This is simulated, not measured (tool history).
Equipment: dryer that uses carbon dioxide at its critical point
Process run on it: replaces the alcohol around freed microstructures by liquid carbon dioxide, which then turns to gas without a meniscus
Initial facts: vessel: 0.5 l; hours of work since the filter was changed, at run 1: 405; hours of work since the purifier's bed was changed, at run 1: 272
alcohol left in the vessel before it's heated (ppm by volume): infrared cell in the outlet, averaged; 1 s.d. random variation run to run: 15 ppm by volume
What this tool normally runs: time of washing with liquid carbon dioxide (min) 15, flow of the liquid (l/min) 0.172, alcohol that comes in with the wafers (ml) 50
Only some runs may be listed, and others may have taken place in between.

run,hour,time of washing with liquid carbon dioxide (min),flow of the liquid (l/min),alcohol that comes in with the wafers (ml),hours of work since the filter was changed,hours of work since the purifier's bed was changed,alcohol left in the vessel before it's heated (ppm by volume)
1,0,15,0.172,50,405,272,1725
2,36.2,15,0.172,50,423,290,1781
3,65.1,15,0.28,50,438,305,239
4,93.4,15,0.28,50,452,319,245
5,109.9,15,0.28,50,460,328,264
6,144.8,15,0.28,50,478,345,268
7,162,15,0.28,50,487,354,270
8,185.9,20,0.172,50,499,366,627
9,224.1,20,0.172,50,518,386,663
10,254.4,20,0.172,44,534,401,624
11,273.6,20,0.172,44,544,411,620
12,301.6,15,0.172,50,558,425,2127
# hour 326.7: inlet filter changed
13,329,15,0.172,50,1,439,1113
14,352.2,15,0.172,50,13,450,1154
15,379.8,15,0.273,50,27,464,244
16,416.1,15,0.273,50,45,483,263
17,433,15,0.172,25,54,491,699
18,466.6,15,0.172,25,71,508,703
19,501.5,15,0.172,25,89,526,740
20,520.4,15,0.172,25,98,536,737
21,552.5,15,0.172,25,115,552,758
22,570.3,15,0.172,25,124,561,791
23,591.1,15,0.172,25,134,572,802
24,624.4,15,0.172,48,151,589,1289
25,646.3,15,0.172,48,162,600,1334
26,674.9,11,0.121,25,177,614,5411
27,709.9,11,0.126,109,195,632,21293
28,736.4,11,0.204,22,208,646,1168
29,757.8,22,0.204,49,219,656,319
30,781.7,15,0.273,57,231,669,365
31,813.8,15,0.273,57,248,685,368
32,836.3,12,0.273,38,259,696,548
# hour 844.2: purifier's bed changed
33,857.8,16,0.135,31,268,7,1705
34,893.7,11,0.22,110,287,25,3671
35,930.7,11,0.22,110,305,44,3797
36,963.9,17,0.172,21,322,61,354
37,993.3,19,0.172,33,337,76,339
38,1030,22,0.197,105,356,94,214
39,1050,11,0.159,50,366,105,6026
40,1074.5,18,0.181,50,379,117,545
41,1109.3,10,0.279,41,396,135,869
42,1148,19,0.279,29,416,154,79
43,1178.1,19,0.279,29,431,170,82
44,1212.5,16,0.212,50,449,187,505
45,1249.6,16,0.212,50,468,206,544
46,1281.3,16,0.212,48,484,222,523
47,1301,16,0.212,48,494,232,562

Each row is a separate what-if for the run after 47, all from the same tool condition, not one after another. Results?
A,1332.1,23,0.12,36,509,248,?
B,1332.1,13,0.236,37,509,248,?
C,1332.1,15,0.172,82,509,248,?
D,1332.1,16,0.12,48,509,248,?

run,alcohol left in the vessel before it's heated (ppm by volume)
A,1197
B,689
C,3050
D,5166
Stripped of hidden state, with their random variation kept, the same runs would have yielded:
run,alcohol left in the vessel before it's heated (ppm by volume)
A,527
B,262
C,1482
D,3063
